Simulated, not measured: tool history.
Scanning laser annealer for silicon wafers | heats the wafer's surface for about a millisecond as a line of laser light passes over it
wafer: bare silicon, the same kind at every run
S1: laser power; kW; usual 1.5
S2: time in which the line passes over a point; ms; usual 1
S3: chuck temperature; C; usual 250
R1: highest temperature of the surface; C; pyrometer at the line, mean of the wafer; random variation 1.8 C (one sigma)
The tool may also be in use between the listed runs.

run 1 hour=0 | S1=1.5 S2=1 S3=250 | R1=1024
run 2 hour=8 | S1=1.5 S2=0.96 S3=250 | R1=1011
run 3 hour=17 | S1=1.5 S2=0.96 S3=254 | R1=1013
run 4 hour=23.3 | S1=1.5 S2=0.96 S3=254 | R1=1013
run 5 hour=31.8 | S1=1.5 S2=0.96 S3=254 | R1=1010
run 6 hour=40.3 | S1=1.5 S2=1 S3=250 | R1=1023
run 7 hour=52.7 | S1=1.5 S2=1 S3=250 | R1=1027
run 8 hour=62.4 | S1=1.5 S2=1 S3=250 | R1=1024
run 9 hour=67.2 | S1=1.5 S2=1 S3=250 | R1=1021
run 10 hour=72.6 | S1=1.5 S2=1 S3=250 | R1=1025
run 11 hour=80.5 | S1=1.5 S2=1 S3=250 | R1=1026
run 12 hour=86 | S1=1.5 S2=1 S3=250 | R1=1025
run 13 hour=90.5 | S1=1.5 S2=1 S3=250 | R1=1023
run 14 hour=96.2 | S1=1.5 S2=1.13 S3=242 | R1=1062
run 15 hour=104.8 | S1=1.334 S2=0.71 S3=284 | R1=864

Taken out of this log: 2 entries between the listed runs. Where each belongs, and how the hidden state differs across it:
Between runs 4 and 5: laser's power meter calibrated (hour 26.9)
  light that passes the window, % of a clean one's: 97.95 -> 97.92; laser's true power over the reading, %: -0.07 -> -0.08
  measured less the result without the state, R1: -23 -> -24 C
Between runs 6 and 7: laser's power meter calibrated, once more (hour 43.7)
  light that passes the window, % of a clean one's: 97.88 -> 97.84; laser's true power over the reading, %: -0.08 -> 0.41; width of the line over the set one, %: 1.43 -> 1.44
  measured less the result without the state, R1: -24 -> -20 C

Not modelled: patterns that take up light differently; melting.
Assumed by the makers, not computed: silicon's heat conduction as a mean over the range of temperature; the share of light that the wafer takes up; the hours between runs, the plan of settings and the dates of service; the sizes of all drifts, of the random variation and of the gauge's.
